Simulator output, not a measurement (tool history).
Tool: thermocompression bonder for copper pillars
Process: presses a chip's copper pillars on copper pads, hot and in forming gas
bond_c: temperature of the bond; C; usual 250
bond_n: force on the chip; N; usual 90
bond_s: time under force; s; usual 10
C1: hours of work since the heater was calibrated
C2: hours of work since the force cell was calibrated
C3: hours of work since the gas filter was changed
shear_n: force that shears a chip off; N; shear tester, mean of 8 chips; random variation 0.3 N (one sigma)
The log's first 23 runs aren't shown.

run 24 day=24.758 | bond_c=229 bond_n=90 bond_s=10 | C1=714 C2=302 C3=122 | shear_n=37.6
run 25 day=26.275 | bond_c=229 bond_n=90 bond_s=10 | C1=735 C2=324 C3=143 | shear_n=37.5
run 26 day=27.225 | bond_c=257 bond_n=121 bond_s=10 | C1=748 C2=337 C3=156 | shear_n=56.2
run 27 day=28.704 | bond_c=243 bond_n=132 bond_s=18 | C1=769 C2=357 C3=177 | shear_n=61.7
run 28 day=29.421 | bond_c=229 bond_n=80 bond_s=22 | C1=779 C2=367 C3=187 | shear_n=48.0
run 29 day=30.958 | bond_c=277 bond_n=57 bond_s=26 | C1=800 C2=389 C3=208 | shear_n=66.6
run 30 day=32.379 | bond_c=244 bond_n=59 bond_s=10 | C1=820 C2=408 C3=228 | shear_n=36.4
run 31 day=33.296 | bond_c=244 bond_n=67 bond_s=16 | C1=833 C2=421 C3=241 | shear_n=45.8
run 32 day=34.000 | bond_c=244 bond_n=131 bond_s=23 | C1=842 C2=431 C3=251 | shear_n=65.8
run 33 day=35.504 | bond_c=250 bond_n=128 bond_s=17 | C1=863 C2=452 C3=272 | shear_n=63.1
run 34 day=36.204 | bond_c=250 bond_n=108 bond_s=10 | C1=873 C2=462 C3=281 | shear_n=50.5
run 35 day=36.879 | bond_c=250 bond_n=108 bond_s=10 | C1=882 C2=471 C3=291 | shear_n=50.5
run 36 day=37.696 | bond_c=271 bond_n=90 bond_s=22 | C1=894 C2=482 C3=302 | shear_n=70.2
run 37 day=38.462 | bond_c=271 bond_n=90 bond_s=22 | C1=904 C2=493 C3=313 | shear_n=70.0
run 38 day=39.642 | bond_c=250 bond_n=91 bond_s=6 | C1=921 C2=510 C3=329 | shear_n=39.4
run 39 day=40.858 | bond_c=259 bond_n=77 bond_s=10 | C1=938 C2=526 C3=346 | shear_n=48.2

Forecast each of these 4 alternatives for the next run:
run A day=42.271 | bond_c=263 bond_n=72 bond_s=9 | C1=957 C2=546 C3=366 | shear_n=?
run B day=42.271 | bond_c=259 bond_n=121 bond_s=10 | C1=957 C2=546 C3=366 | shear_n=?
run C day=42.271 | bond_c=272 bond_n=112 bond_s=12 | C1=957 C2=546 C3=366 | shear_n=?
run D day=42.271 | bond_c=223 bond_n=60 bond_s=10 | C1=957 C2=546 C3=366 | shear_n=?

run=A shear_n=46.4
run=B shear_n=57.5
run=C shear_n=65.1
run=D shear_n=28.2
Without the tool's hidden state the same runs would have given:
run=A shear_n=46.4
run=B shear_n=57.5
run=C shear_n=65.1
run=D shear_n=28.3
